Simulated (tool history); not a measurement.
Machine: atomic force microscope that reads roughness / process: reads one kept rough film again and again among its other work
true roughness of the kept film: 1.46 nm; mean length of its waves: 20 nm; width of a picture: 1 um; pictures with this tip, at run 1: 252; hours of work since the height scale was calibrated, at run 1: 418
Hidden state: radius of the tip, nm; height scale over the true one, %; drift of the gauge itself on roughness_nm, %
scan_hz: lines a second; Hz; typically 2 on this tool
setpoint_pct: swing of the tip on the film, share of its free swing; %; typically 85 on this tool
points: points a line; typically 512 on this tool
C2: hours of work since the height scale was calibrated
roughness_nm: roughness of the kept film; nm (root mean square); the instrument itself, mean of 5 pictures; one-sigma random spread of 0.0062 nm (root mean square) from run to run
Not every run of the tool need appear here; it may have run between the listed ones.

{"run": 1, "hour": 0.0, "scan_hz": 2, "setpoint_pct": 85, "points": 512, "pictures with this tip": 252, "C2": 418, "roughness_nm": 1.197}
{"run": 2, "hour": 5.8, "scan_hz": 2, "setpoint_pct": 85, "points": 512, "pictures with this tip": 262, "C2": 422, "roughness_nm": 1.186}
{"run": 3, "hour": 18.4, "scan_hz": 2, "setpoint_pct": 85, "points": 512, "pictures with this tip": 285, "C2": 432, "roughness_nm": 1.187}
{"hour": 28.0, "done": "new tip fitted"}
{"run": 4, "hour": 32.0, "scan_hz": 2, "setpoint_pct": 56, "points": 512, "pictures with this tip": 7, "C2": 443, "roughness_nm": 1.318}
{"run": 5, "hour": 42.5, "scan_hz": 2, "setpoint_pct": 85, "points": 365, "pictures with this tip": 26, "C2": 451, "roughness_nm": 1.173}
{"run": 6, "hour": 52.0, "scan_hz": 2.13, "setpoint_pct": 87, "points": 796, "pictures with this tip": 43, "C2": 458, "roughness_nm": 1.168}
{"run": 7, "hour": 60.6, "scan_hz": 0.83, "setpoint_pct": 72, "points": 297, "pictures with this tip": 58, "C2": 465, "roughness_nm": 1.283}
{"run": 8, "hour": 68.6, "scan_hz": 0.83, "setpoint_pct": 72, "points": 297, "pictures with this tip": 72, "C2": 471, "roughness_nm": 1.294}
{"run": 9, "hour": 78.6, "scan_hz": 0.83, "setpoint_pct": 72, "points": 297, "pictures with this tip": 90, "C2": 479, "roughness_nm": 1.293}
{"run": 10, "hour": 85.4, "scan_hz": 3.37, "setpoint_pct": 85, "points": 353, "pictures with this tip": 102, "C2": 485, "roughness_nm": 1.093}

Branching from run 10: 4 alternative next runs. What would each branch give?
{"run": "A", "hour": 96.6, "scan_hz": 3.43, "setpoint_pct": 75, "points": 351, "pictures with this tip": 122, "C2": 494, "roughness_nm": "?"}
{"run": "B", "hour": 96.6, "scan_hz": 1.21, "setpoint_pct": 85, "points": 257, "pictures with this tip": 122, "C2": 494, "roughness_nm": "?"}
{"run": "C", "hour": 96.6, "scan_hz": 1.33, "setpoint_pct": 62, "points": 353, "pictures with this tip": 122, "C2": 494, "roughness_nm": "?"}
{"run": "D", "hour": 96.6, "scan_hz": 1.74, "setpoint_pct": 64, "points": 269, "pictures with this tip": 122, "C2": 494, "roughness_nm": "?"}

run=A roughness_nm=1.169
run=B roughness_nm=1.22
run=C roughness_nm=1.297
run=D roughness_nm=1.276
What these runs would have given with no unlogged condition in the tool:
run=A roughness_nm=1.169
run=B roughness_nm=1.22
run=C roughness_nm=1.298
run=D roughness_nm=1.276
